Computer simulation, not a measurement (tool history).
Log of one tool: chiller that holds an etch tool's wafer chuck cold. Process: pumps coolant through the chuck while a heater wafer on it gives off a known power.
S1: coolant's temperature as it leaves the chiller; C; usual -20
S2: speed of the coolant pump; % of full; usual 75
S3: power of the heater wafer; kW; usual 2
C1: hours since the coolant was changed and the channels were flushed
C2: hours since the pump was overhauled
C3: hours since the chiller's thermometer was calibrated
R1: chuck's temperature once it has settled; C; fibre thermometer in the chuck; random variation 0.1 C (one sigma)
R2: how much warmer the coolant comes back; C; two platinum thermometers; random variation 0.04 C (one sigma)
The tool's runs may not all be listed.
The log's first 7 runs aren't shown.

Run 8, hour 274.8: usual settings but S2 74 % of full; C1 3786; C2 2147; C3 310. Result: R1 9.1 C, R2 9.11 C.
Run 9, hour 303.7: usual settings but S2 74 % of full; C1 3815; C2 2176; C3 339. Result: R1 9.3 C, R2 9.09 C.
Run 10, hour 333.9: usual settings but S2 74 % of full; C1 3845; C2 2206; C3 369. Result: R1 9.5 C, R2 9.08 C.
Run 11, hour 371.7: usual settings but S2 74 % of full; C1 3883; C2 2244; C3 407. Result: R1 9.3 C, R2 9.12 C.
Run 12, hour 407.8: usual settings; C1 3919; C2 2280; C3 443. Result: R1 9.1 C, R2 8.94 C.
Run 13, hour 465: usual settings but S3 1.486 kW; C1 3976; C2 2337; C3 500. Result: R1 1.7 C, R2 6.67 C.
Run 14, hour 514.3: usual settings but S3 1.486 kW; C1 4025; C2 2386; C3 550. Result: R1 1.7 C, R2 6.65 C.
Run 15, hour 561.3: usual settings but S3 1.486 kW; C1 4072; C2 2434; C3 597. Result: R1 1.7 C, R2 6.67 C.
Run 16, hour 589.2: usual settings but S3 1.486 kW; C1 4100; C2 2461; C3 624. Result: R1 1.7 C, R2 6.7 C.
Run 17, hour 636.6: usual settings but S3 1.486 kW; C1 4148; C2 2509; C3 672. Result: R1 1.6 C, R2 6.7 C.
Run 18, hour 676.9: usual settings but S3 1.486 kW; C1 4188; C2 2549; C3 712. Result: R1 1.9 C, R2 6.69 C.
Run 19, hour 708: usual settings but S2 67 % of full, S3 1.486 kW; C1 4219; C2 2580; C3 743. Result: R1 3.7 C, R2 7.46 C.
Run 20, hour 742.5: usual settings but S2 67 % of full, S3 1.486 kW; C1 4254; C2 2615; C3 778. Result: R1 3.5 C, R2 7.54 C.
Run 21, hour 769.8: usual settings but S1 -25 C, S2 93 % of full; C1 4281; C2 2642; C3 805. Result: R1 0 C, R2 7.23 C.
Run 22, hour 818.5: usual settings but S1 -25 C, S2 93 % of full; C1 4330; C2 2691; C3 854. Result: R1 0.1 C, R2 7.2 C.
Run 23, hour 858.3: usual settings but S1 -15 C, S2 74 % of full; C1 4369; C2 2731; C3 894. Result: R1 14.8 C, R2 9.14 C.
Run 24, hour 913.1: usual settings but S3 1.985 kW; C1 4424; C2 2785; C3 948. Result: R1 9.3 C, R2 8.96 C.

Run 25 comes next. What will it give?
Run 25, hour 958.9: usual settings but S2 81 % of full, S3 2.667 kW; C1 4470; C2 2831; C3 994. Result: R1 ?, R2 ?.

R1: 17 C
R2: 11.13 C
Without the tool's hidden state the same run would have given R1 13.8 C, R2 10.88 C.
